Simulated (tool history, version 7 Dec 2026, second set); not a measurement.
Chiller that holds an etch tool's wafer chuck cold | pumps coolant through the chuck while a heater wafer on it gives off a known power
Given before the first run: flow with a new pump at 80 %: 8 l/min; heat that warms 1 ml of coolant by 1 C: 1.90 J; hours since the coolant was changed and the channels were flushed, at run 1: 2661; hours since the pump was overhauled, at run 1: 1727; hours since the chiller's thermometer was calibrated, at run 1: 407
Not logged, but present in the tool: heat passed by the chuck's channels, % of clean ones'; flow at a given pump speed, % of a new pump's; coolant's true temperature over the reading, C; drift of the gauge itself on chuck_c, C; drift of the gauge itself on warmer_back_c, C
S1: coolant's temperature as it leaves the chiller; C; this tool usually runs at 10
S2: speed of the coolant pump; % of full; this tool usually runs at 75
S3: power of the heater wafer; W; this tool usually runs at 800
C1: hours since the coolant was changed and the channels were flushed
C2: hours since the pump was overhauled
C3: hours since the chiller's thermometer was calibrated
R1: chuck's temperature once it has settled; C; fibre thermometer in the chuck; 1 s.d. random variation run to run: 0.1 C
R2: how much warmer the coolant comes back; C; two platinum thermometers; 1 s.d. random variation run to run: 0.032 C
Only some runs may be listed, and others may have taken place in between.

Run 1, day 0.000: usual settings; C1 2661; C2 1727; C3 407. Result: R1 18.2 C, R2 3.35 C.
Run 2, day 3.208: usual settings but S3 967 W; C1 2738; C2 1804; C3 484. Result: R1 19.9 C, R2 4.08 C.
Run 3, day 5.888: usual settings but S3 967 W; C1 2802; C2 1868; C3 548. Result: R1 19.8 C, R2 4.11 C.
Run 4, day 8.854: usual settings but S3 967 W; C1 2874; C2 1939; C3 620. Result: R1 19.7 C, R2 4.22 C.
Run 5, day 11.283: usual settings but S3 967 W; C1 2932; C2 1997; C3 678. Result: R1 19.8 C, R2 4.22 C.
Run 6, day 13.579: usual settings but S2 74 % of full; C1 2987; C2 2053; C3 733. Result: R1 18.0 C, R2 3.61 C.
Run 7, day 15.100: usual settings but S2 74 % of full; C1 3024; C2 2089; C3 769. Result: R1 18.4 C, R2 3.61 C.
Run 8, day 16.721: usual settings but S2 74 % of full; C1 3062; C2 2128; C3 808. Result: R1 18.2 C, R2 3.64 C.
Run 9, day 18.646: usual settings but S2 74 % of full, S3 976 W; C1 3109; C2 2174; C3 855. Result: R1 20.1 C, R2 4.44 C.
Run 10, day 20.621: usual settings but S1 1 C; C1 3156; C2 2222; C3 902. Result: R1 9.2 C, R2 3.66 C.
Run 11, day 23.450: usual settings but S1 1 C; C1 3224; C2 2289; C3 970. Result: R1 9.1 C, R2 3.66 C.
Run 12, day 25.346: usual settings; C1 3269; C2 2335; C3 1015. Result: R1 18.0 C, R2 3.71 C.
Run 13, day 28.146: usual settings; C1 3337; C2 2402; C3 1083. Result: R1 18.0 C, R2 3.72 C.
Run 14, day 30.271: usual settings; C1 3388; C2 2453; C3 1134. Result: R1 18.2 C, R2 3.78 C.
Run 15, day 32.808: usual settings; C1 3449; C2 2514; C3 1195. Result: R1 18.1 C, R2 3.88 C.
At day 34.992: gauge calibrated.
Run 16, day 35.438: usual settings; C1 3512; C2 2577; C3 1258. Result: R1 18.2 C, R2 3.41 C.
Run 17, day 37.896: usual settings but S1 2 C; C1 3571; C2 2636; C3 1317. Result: R1 10.1 C, R2 3.44 C.
Run 18, day 41.092: usual settings but S1 2 C, S2 74 % of full, S3 491 W; C1 3647; C2 2713; C3 1393. Result: R1 7.0 C, R2 2.23 C.
Run 19, day 43.471: usual settings but S1 7 C, S2 86 % of full, S3 788 W; C1 3704; C2 2770; C3 1450. Result: R1 14.0 C, R2 2.96 C.
At day 46.525: coolant changed, channels flushed.
Run 20, day 46.525: usual settings but S1 15 C, S2 86 % of full, S3 707 W; C1 0; C2 2837; C3 1518. Result: R1 21.4 C, R2 2.74 C.
Run 21, day 49.750: usual settings but S2 68 % of full; C1 77; C2 2915; C3 1595. Result: R1 18.9 C, R2 3.91 C.
Run 22, day 51.458: usual settings but S1 16 C, S2 63 % of full, S3 533 W; C1 118; C2 2956; C3 1636. Result: R1 22.4 C, R2 2.93 C.
Run 23, day 53.483: usual settings but S1 7 C, S2 84 % of full, S3 484 W; C1 167; C2 3004; C3 1685. Result: R1 11.5 C, R2 2.06 C.
Run 24, day 56.325: usual settings but S1 19 C, S2 70 % of full, S3 542 W; C1 235; C2 3073; C3 1753. Result: R1 24.9 C, R2 2.75 C.
Run 25, day 59.233: usual settings but S2 72 % of full, S3 866 W; C1 305; C2 3142; C3 1823. Result: R1 19.1 C, R2 4.13 C.
Run 26, day 60.800: usual settings but S1 9 C, S2 66 % of full, S3 411 W; C1 343; C2 3180; C3 1860. Result: R1 13.8 C, R2 2.32 C.
Run 27, day 63.879: usual settings but S1 19 C, S2 93 % of full; C1 416; C2 3254; C3 1934. Result: R1 25.7 C, R2 3.06 C.
Run 28, day 66.838: usual settings but S1 17 C, S3 604 W; C1 487; C2 3325; C3 2005. Result: R1 23.0 C, R2 3.02 C.
Run 29, day 68.942: usual settings but S1 17 C, S3 604 W; C1 538; C2 3375; C3 2056. Result: R1 22.9 C, R2 3.00 C.
Run 30, day 71.388: usual settings but S1 17 C, S3 604 W; C1 597; C2 3434; C3 2114. Result: R1 23.2 C, R2 3.04 C.
Run 31, day 73.775: usual settings but S1 17 C, S3 887 W; C1 654; C2 3491; C3 2172. Result: R1 25.9 C, R2 4.25 C.

Consider 5 possible next runs. They are alternatives, not a sequence: every one starts from the tool as it was left by run 31. What does each give?
Run A, day 75.646: usual settings but S2 69 % of full, S3 1088 W; C1 699; C2 3536; C3 2217. Result: R1 ?, R2 ?.
Run B, day 75.646: usual settings but S1 17 C, S2 69 % of full, S3 887 W; C1 699; C2 3536; C3 2217. Result: R1 ?, R2 ?.
Run C, day 75.646: usual settings but S2 64 % of full; C1 699; C2 3536; C3 2217. Result: R1 ?, R2 ?.
Run D, day 75.646: usual settings but S2 82 % of full, S3 1006 W; C1 699; C2 3536; C3 2217. Result: R1 ?, R2 ?.
Run E, day 75.646: usual settings but S3 495 W; C1 699; C2 3536; C3 2217. Result: R1 ?, R2 ?.

run    R1    R2
  A  21.9  5.58
  B  26.8  4.57
  C  19.5  4.49
  D  19.5  4.40
  E  15.0  2.61
With the hidden condition removed and each run's random variation left untouched, the same runs would have given:
run    R1    R2
  A  21.9  5.04
  B  26.8  4.04
  C  19.5  3.95
  D  19.4  3.86
  E  15.0  2.07
